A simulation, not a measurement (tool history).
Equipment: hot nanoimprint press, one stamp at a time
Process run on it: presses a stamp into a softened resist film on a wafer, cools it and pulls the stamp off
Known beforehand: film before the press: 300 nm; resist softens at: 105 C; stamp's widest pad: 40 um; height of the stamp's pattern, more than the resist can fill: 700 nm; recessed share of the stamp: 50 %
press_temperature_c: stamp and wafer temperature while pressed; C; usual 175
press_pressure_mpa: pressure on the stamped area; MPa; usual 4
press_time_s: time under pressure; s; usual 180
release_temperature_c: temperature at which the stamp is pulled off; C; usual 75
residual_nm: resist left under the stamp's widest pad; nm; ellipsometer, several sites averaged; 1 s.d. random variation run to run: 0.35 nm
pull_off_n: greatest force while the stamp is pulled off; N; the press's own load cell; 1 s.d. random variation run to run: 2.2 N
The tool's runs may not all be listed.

run,hour,press_temperature_c,press_pressure_mpa,press_time_s,release_temperature_c,residual_nm,pull_off_n
1,0,175,4,180,75,135.5,101
2,5.7,175,4,180,75,135.5,95
3,16.4,175,3.43,180,75,147.2,98
4,29.8,175,4,180,75,135,96
5,42.6,175,4,180,75,134.8,97
6,54,175,4,180,75,134.9,99
7,64.1,175,4,284,75,114.8,96
8,69.6,175,4,284,75,114.6,97
9,79.5,175,3.91,180,75,135.5,95
10,92.6,175,3.91,180,75,135.1,94
11,102.9,175,3.91,180,75,134.5,94
12,109.4,175,3.91,180,75,134.6,99
13,116.4,175,4,180,69,132.1,107
14,122.1,175,4,180,69,132.4,102
15,132.6,175,2.54,180,82,166,91
16,137.9,169,2.77,159,83,198.4,88
17,148.7,174,2.77,99,83,193.1,88
# hour 155.7: gauge calibrated
18,160.5,166,4,232,75,172.7,101
19,171.4,164,4,147,75,207,98
20,184.5,164,3.27,147,75,222.8,101
21,197,182,2.42,202,75,134.1,97
# hour 206.1: stamp cleaned and given a new release coat
22,212.2,182,2.42,202,75,133.8,95
23,220.3,178,2.42,171,76,160.1,93

Run 24 has not been measured yet. What should we expect?
24,232.2,178,2.42,171,76,?,?

residual_nm: 159.7 nm
pull_off_n: 96 N
With the hidden condition absent and the run-to-run variation left alone, this run would have shown residual_nm 162 nm, pull_off_n 96 N.
